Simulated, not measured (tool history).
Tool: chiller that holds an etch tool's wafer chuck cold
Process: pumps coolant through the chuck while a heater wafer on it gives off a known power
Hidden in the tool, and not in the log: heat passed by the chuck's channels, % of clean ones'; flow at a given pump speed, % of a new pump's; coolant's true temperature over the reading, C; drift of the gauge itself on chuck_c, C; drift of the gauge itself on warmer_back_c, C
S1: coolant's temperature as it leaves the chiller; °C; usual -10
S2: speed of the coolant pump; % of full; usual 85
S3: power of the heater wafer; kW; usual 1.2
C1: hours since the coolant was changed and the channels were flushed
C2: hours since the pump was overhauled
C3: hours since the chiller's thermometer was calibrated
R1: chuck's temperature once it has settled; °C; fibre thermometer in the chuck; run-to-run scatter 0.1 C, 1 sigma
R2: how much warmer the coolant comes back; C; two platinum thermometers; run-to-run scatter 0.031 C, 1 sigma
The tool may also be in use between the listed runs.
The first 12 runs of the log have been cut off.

Run 13, day 37.588: usual settings but S1 -18 °C, S2 60 % of full; C1 5079; C2 3714; C3 3117. Result: R1 -2.6 °C, R2 4.56 C.
Run 14, day 39.325: usual settings but S1 -18 °C, S2 60 % of full, S3 1.055 kW; C1 5121; C2 3756; C3 3159. Result: R1 -4.6 °C, R2 4.06 C.
Run 15, day 42.929: usual settings but S2 93 % of full; C1 5207; C2 3842; C3 3245. Result: R1 1.7 °C, R2 3.01 C.
Run 16, day 46.067: usual settings but S2 93 % of full; C1 5283; C2 3917; C3 3321. Result: R1 1.7 °C, R2 3.05 C.
Run 17, day 49.621: usual settings but S2 93 % of full; C1 5368; C2 4003; C3 3406. Result: R1 1.9 °C, R2 2.96 C.
Run 18, day 52.825: usual settings but S1 -13 °C, S2 93 % of full, S3 1.346 kW; C1 5445; C2 4080; C3 3483. Result: R1 0.3 °C, R2 3.34 C.
Run 19, day 56.329: usual settings but S1 -17 °C, S2 64 % of full, S3 1.035 kW; C1 5529; C2 4164; C3 3567. Result: R1 -4.1 °C, R2 3.66 C.
Run 20, day 58.746: usual settings but S1 -17 °C, S2 64 % of full, S3 1.035 kW; C1 5587; C2 4222; C3 3625. Result: R1 -4.2 °C, R2 3.7 C.
Run 21, day 61.425: usual settings but S1 -17 °C; C1 5651; C2 4286; C3 3689. Result: R1 -4.3 °C, R2 3.34 C.
Run 22, day 64.558: usual settings but S1 -17 °C; C1 5727; C2 4361; C3 3765. Result: R1 -4.2 °C, R2 3.32 C.
Run 23, day 67.096: usual settings but S1 -14 °C, S2 90 % of full, S3 1.421 kW; C1 5788; C2 4422; C3 3825. Result: R1 0.4 °C, R2 3.82 C.
Run 24, day 70.85: usual settings but S1 -14 °C, S2 90 % of full, S3 1.421 kW; C1 5878; C2 4512; C3 3916. Result: R1 0.5 °C, R2 3.73 C.
Run 25, day 74.167: usual settings but S2 70 % of full; C1 5957; C2 4592; C3 3995. Result: R1 4.2 °C, R2 3.99 C.
Run 26, day 77.2: usual settings but S2 90 % of full; C1 6030; C2 4665; C3 4068. Result: R1 2.3 °C, R2 3.17 C.
Run 27, day 79.112: usual settings but S3 1.674 kW; C1 6076; C2 4710; C3 4114. Result: R1 7.7 °C, R2 4.65 C.
Run 28, day 82.458: usual settings but S3 1.674 kW; C1 6156; C2 4791; C3 4194. Result: R1 8.1 °C, R2 4.67 C.
Run 29, day 84.658: usual settings but S3 1.674 kW; C1 6209; C2 4843; C3 4247. Result: R1 7.9 °C, R2 4.62 C.
Run 30, day 86.442: usual settings but S1 -14 °C, S2 89 % of full, S3 1.229 kW; C1 6252; C2 4886; C3 4290. Result: R1 -1.2 °C, R2 3.25 C.
Run 31, day 89.804: usual settings but S2 80 % of full; C1 6333; C2 4967; C3 4370. Result: R1 3.2 °C, R2 3.53 C.

4 options for the next run, each taken on its own from the tool as it stands now. Forecast them:
Run A, day 92.183: usual settings but S1 -3 °C, S2 66 % of full, S3 1.105 kW; C1 6390; C2 5024; C3 4428. Result: R1 ?, R2 ?.
Run B, day 92.183: usual settings but S1 -9 °C, S2 80 % of full; C1 6390; C2 5024; C3 4428. Result: R1 ?, R2 ?.
Run C, day 92.183: usual settings but S1 -8 °C, S2 69 % of full, S3 0.883 kW; C1 6390; C2 5024; C3 4428. Result: R1 ?, R2 ?.
Run D, day 92.183: usual settings but S1 -4 °C, S2 74 % of full, S3 1.323 kW; C1 6390; C2 5024; C3 4428. Result: R1 ?, R2 ?.

run    R1    R2
  A  10.8  3.92
  B   4.4  3.57
  C   2.7  3.01
  D  11.3  4.21
With no hidden state in the tool, these same runs would have given:
run   R1    R2
  A  9.1  3.54
  B  2.8  3.22
  C  1.5  2.72
  D  9.4   3.8

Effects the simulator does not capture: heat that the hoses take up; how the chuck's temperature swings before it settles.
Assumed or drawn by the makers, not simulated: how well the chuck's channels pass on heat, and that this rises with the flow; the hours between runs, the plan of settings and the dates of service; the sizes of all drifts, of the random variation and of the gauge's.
